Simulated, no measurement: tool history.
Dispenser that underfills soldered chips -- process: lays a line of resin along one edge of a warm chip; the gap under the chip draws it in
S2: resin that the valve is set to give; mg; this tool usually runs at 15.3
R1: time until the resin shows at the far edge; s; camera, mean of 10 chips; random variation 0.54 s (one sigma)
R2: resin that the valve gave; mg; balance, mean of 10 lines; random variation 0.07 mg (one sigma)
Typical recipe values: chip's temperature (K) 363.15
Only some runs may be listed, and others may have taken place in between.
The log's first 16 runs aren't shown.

run 17 day=2.892 | chip's_temperature_(K)=368.15 S2=15.3 | R1=50.7 R2=15.24
-- day=3.004 new syringe of resin
run 18 day=3.092 | chip's_temperature_(K)=363.15 S2=15.3 | R1=48.1 R2=15.26
run 19 day=3.246 | chip's_temperature_(K)=370.15 S2=15.3 | R1=41 R2=15.18
run 20 day=3.454 | chip's_temperature_(K)=370.15 S2=15.3 | R1=49.9 R2=15.04
-- day=3.496 new syringe of resin
run 21 day=3.629 | chip's_temperature_(K)=370.15 S2=13.5 | R1=37.5 R2=13.32
run 22 day=3.762 | chip's_temperature_(K)=377.15 S2=17.9 | R1=30.4 R2=17.64
run 23 day=3.875 | chip's_temperature_(K)=353.15 S2=13.1 | R1=99.7 R2=12.95
-- day=4 new syringe of resin
run 24 day=4.133 | chip's_temperature_(K)=358.15 S2=15.4 | R1=62.6 R2=15.18
run 25 day=4.288 | chip's_temperature_(K)=354.15 S2=15.3 | R1=86.6 R2=14.94
-- day=4.508 new syringe of resin
run 26 day=4.533 | chip's_temperature_(K)=354.15 S2=15.3 | R1=66.3 R2=14.9
run 27 day=4.746 | chip's_temperature_(K)=354.15 S2=15.3 | R1=80.8 R2=14.82
run 28 day=4.975 | chip's_temperature_(K)=354.15 S2=15.3 | R1=100.1 R2=14.95
-- day=5.012 new syringe of resin
run 29 day=5.229 | chip's_temperature_(K)=373.15 S2=13.7 | R1=36.2 R2=13.09
run 30 day=5.479 | chip's_temperature_(K)=375.15 S2=15.1 | R1=42 R2=14.5
-- day=5.508 new syringe of resin
run 31 day=5.729 | chip's_temperature_(K)=375.15 S2=15.1 | R1=32.8 R2=14.48
run 32 day=5.846 | chip's_temperature_(K)=363.15 S2=18.8 | R1=57.3 R2=18.03
-- day=6.021 new syringe of resin
run 33 day=6.104 | chip's_temperature_(K)=370.15 S2=18.8 | R1=35.8 R2=18.04
run 34 day=6.333 | chip's_temperature_(K)=359.15 S2=18.3 | R1=71.3 R2=17.33
-- day=6.533 new syringe of resin
run 35 day=6.592 | chip's_temperature_(K)=368.15 S2=16.1 | R1=36.2 R2=15.29
run 36 day=6.738 | chip's_temperature_(K)=358.15 S2=13.7 | R1=66.9 R2=12.93

What if the next run were any one of these 3? Each begins from the tool's condition after run 36:
run A day=6.917 | chip's_temperature_(K)=363.15 S2=18.7 | R1=? R2=?
run B day=6.917 | chip's_temperature_(K)=358.15 S2=18 | R1=? R2=?
run C day=6.917 | chip's_temperature_(K)=363.15 S2=13.5 | R1=? R2=?

run=A R1=58.8 R2=17.62
run=B R1=74.5 R2=16.92
run=C R1=63.6 R2=12.71
What these runs would have given with no unlogged condition in the tool:
run=A R1=42.9 R2=18.69
run=B R1=54.7 R2=17.95
run=C R1=46 R2=13.48
